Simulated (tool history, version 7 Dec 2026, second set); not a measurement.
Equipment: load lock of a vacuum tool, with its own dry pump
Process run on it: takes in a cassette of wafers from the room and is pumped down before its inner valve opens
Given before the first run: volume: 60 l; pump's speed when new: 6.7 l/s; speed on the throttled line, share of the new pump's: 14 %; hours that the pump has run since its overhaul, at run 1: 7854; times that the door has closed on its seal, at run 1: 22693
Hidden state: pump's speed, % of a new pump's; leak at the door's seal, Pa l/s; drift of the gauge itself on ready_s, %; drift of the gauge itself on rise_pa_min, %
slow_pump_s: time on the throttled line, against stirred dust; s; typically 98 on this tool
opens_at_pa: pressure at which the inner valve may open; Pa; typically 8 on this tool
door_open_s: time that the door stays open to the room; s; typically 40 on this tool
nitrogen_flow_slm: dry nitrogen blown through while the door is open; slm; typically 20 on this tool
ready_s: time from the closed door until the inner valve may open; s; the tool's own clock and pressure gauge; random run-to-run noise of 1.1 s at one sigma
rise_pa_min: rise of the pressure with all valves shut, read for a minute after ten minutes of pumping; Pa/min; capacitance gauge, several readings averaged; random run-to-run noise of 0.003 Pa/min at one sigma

run,hour,slow_pump_s,opens_at_pa,door_open_s,nitrogen_flow_slm,hours that the pump has run since its overhaul,times that the door has closed on its seal,"incoming humidity of the room's air, %",ready_s,rise_pa_min
1,0.0,98,8,40,20,7854,22693,44.0,170.2,0.008
2,486.1,98,8,40,20,8340,24652,41.1,169.7,0.014
3,905.9,98,8,40,20,8760,26345,42.0,167.5,0.017
4,1260.2,98,8,40,20,9115,27774,45.3,168.7,0.014
5,1726.4,98,8,40,20,9581,29653,46.3,170.1,0.021
6,2146.1,98,8,40,20,10000,31345,44.5,168.4,0.012
7,2655.5,98,8,40,20,10510,33399,46.8,169.5,0.021
8,3201.3,98,8,40,20,11056,35600,45.5,169.3,0.016
9,3727.9,98,8,40,20,11582,37723,42.9,168.2,0.017
10,4232.0,98,8,40,20,12086,39755,44.2,169.3,0.022
11,4627.9,98,8,40,20,12482,41351,42.9,169.4,0.014
12,5105.2,98,8,40,20,12959,43276,41.2,170.1,0.018
13,5446.9,98,8,40,20,13301,44654,42.3,169.6,0.014
14,5971.4,84,8,40,20,13826,46768,45.1,157.5,0.010
# hour 6013.8: dry pump taken out, an overhauled one fitted
15,6355.8,84,8,40,20,342,48294,44.0,156.3,0.012
16,6861.1,98,8,40,20,847,50331,44.7,169.2,0.017
17,7245.6,110,8,40,20,1232,51881,44.8,179.7,0.019
18,7659.7,110,8,40,20,1646,53551,44.1,179.3,0.017
19,8038.3,110,8,40,20,2025,55078,46.1,179.4,0.014
20,8408.1,110,8,40,20,2394,56569,43.9,179.0,0.015
21,8909.2,98,14,40,4,2895,58589,44.1,165.1,0.022
22,9366.3,98,14,40,4,3353,60432,42.4,162.5,0.019
23,9907.9,98,8,29,4,3894,62615,44.2,168.8,0.020
24,10352.1,78,8,29,4,4338,64407,46.8,153.0,0.023
25,10896.0,98,8,40,12,4882,66599,41.1,168.5,0.024
26,11134.4,98,7,50,7,5121,67561,39.6,171.0,0.025
27,11593.8,98,16,50,30,5580,69413,45.5,163.9,0.014
28,12019.1,54,8,40,20,6005,71128,44.2,131.6,0.022
29,12493.7,54,8,40,20,6480,73041,44.5,133.7,0.015
30,12979.9,49,11,33,16,6966,75001,42.6,124.8,0.015
31,13270.1,49,11,33,16,7256,76172,43.6,125.7,0.015
32,13700.3,98,8,122,4,7687,77906,46.0,169.2,0.038
33,13934.7,98,10,100,35,7921,78851,45.1,167.2,0.024
34,14207.4,98,10,100,35,8194,79951,47.6,164.3,0.025
# hour 14234.2: door's seal changed, seat wiped
35,14718.6,110,10,100,35,8703,1953,42.6,177.1,0.012
36,15092.6,98,11,40,19,9077,3462,45.7,165.2,0.011

Consider 5 possible next runs. They are alternatives, not a sequence: every one starts from the tool as it was left by run 36. What does each give?
A,15345.7,98,11,40,19,9330,4482,42.3,?,?
B,15345.7,107,11,40,19,9330,4482,47.0,?,?
C,15345.7,98,8,28,17,9330,4482,46.9,?,?
D,15345.7,71,11,40,19,9330,4482,41.4,?,?
E,15345.7,98,11,39,19,9330,4482,46.2,?,?

run,ready_s,rise_pa_min
A,165.9,0.012
B,174.3,0.011
C,169.9,0.011
D,142.1,0.011
E,166.4,0.009
Take away the tool's hidden state, keep each run's random variation, and the runs would have read:
run,ready_s,rise_pa_min
A,165.8,0.012
B,174.2,0.011
C,169.9,0.011
D,142.1,0.011
E,166.4,0.009
